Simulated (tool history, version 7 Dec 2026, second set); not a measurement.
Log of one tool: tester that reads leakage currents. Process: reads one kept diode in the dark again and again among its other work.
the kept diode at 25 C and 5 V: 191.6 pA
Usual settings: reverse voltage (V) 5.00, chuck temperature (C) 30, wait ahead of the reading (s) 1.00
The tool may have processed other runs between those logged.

run,hour,reverse voltage (V),chuck temperature (C),wait ahead of the reading (s),current that the tester gives (pA)
1,0.0,5.00,30,1.00,307.51
2,56.0,5.00,30,2.30,307.18
3,132.9,5.00,30,2.30,308.64
4,175.3,5.00,30,1.00,306.81
5,247.0,12.03,30,1.00,462.57
6,325.4,5.00,22,1.00,145.61
7,387.9,5.00,22,1.00,145.10
8,460.4,5.00,22,1.00,144.76
9,537.8,5.00,22,1.00,144.76
10,593.8,5.00,22,1.00,144.40
11,679.1,5.00,59,1.00,3549.87
12,727.2,5.00,30,0.53,308.96
13,809.5,5.00,30,0.53,310.92
14,862.0,5.00,30,0.53,309.91
15,949.5,5.00,30,0.53,307.96
16,996.6,5.00,59,0.53,3538.46
17,1085.7,5.00,59,0.53,3522.60
18,1152.7,5.00,59,0.53,3534.01
19,1244.0,5.00,59,0.53,3551.98
20,1287.6,5.00,59,0.53,3546.24
# hour 1360.6: probe card cleaned and baked
21,1360.6,7.47,51,1.37,2270.60
22,1432.5,7.47,51,1.37,2264.30
23,1483.5,2.04,35,0.85,321.23
24,1530.1,2.36,30,1.20,217.65
25,1591.9,5.00,43,6.05,971.63
26,1634.0,1.40,50,1.00,962.73
# hour 1671.2: chuck's temperature calibrated
27,1715.8,5.00,33,5.61,406.41
28,1802.0,3.15,41,5.61,664.63
29,1869.5,5.42,41,5.61,855.28
30,1931.2,5.42,41,0.81,846.59
31,2014.4,5.42,41,0.81,851.82
32,2101.1,5.00,30,7.92,306.12
33,2143.6,1.51,30,4.61,176.88
34,2208.1,1.51,30,4.61,175.20
35,2287.9,2.61,42,1.00,660.79
36,2348.8,1.14,53,2.60,1115.57
37,2405.6,1.40,48,7.76,814.27
38,2480.0,3.72,55,3.34,2260.38
39,2526.5,3.72,55,3.34,2249.14
40,2598.7,3.72,55,3.34,2258.41

Below, some changes in current that the tester gives (pA) between adjacent runs. For each, the amount present without the hidden state too (settings, incoming material, random variation) and the amount remaining for the hidden state with gauge scatter not shared by both compared results:
Hidden conditions of the tool in this case: stray current of the dirty probe card, pA a volt; current scale over the true one, %; true chuck temperature over the reading, C; drift of the gauge itself on leakage_pa, %.
Run 10 -> 11: chuck temperature (C) 22 -> 59. current that the tester gives (pA) +3405.47: hidden state +1.17, all else +3404.30.
Run 11 -> 12: chuck temperature (C) 59 -> 30, wait ahead of the reading (s) 1.00 -> 0.53. current that the tester gives (pA) -3240.91: hidden state -1.10, all else -3239.81.
Run 15 -> 16: chuck temperature (C) 30 -> 59. current that the tester gives (pA) +3230.50: hidden state +1.36, all else +3229.14.
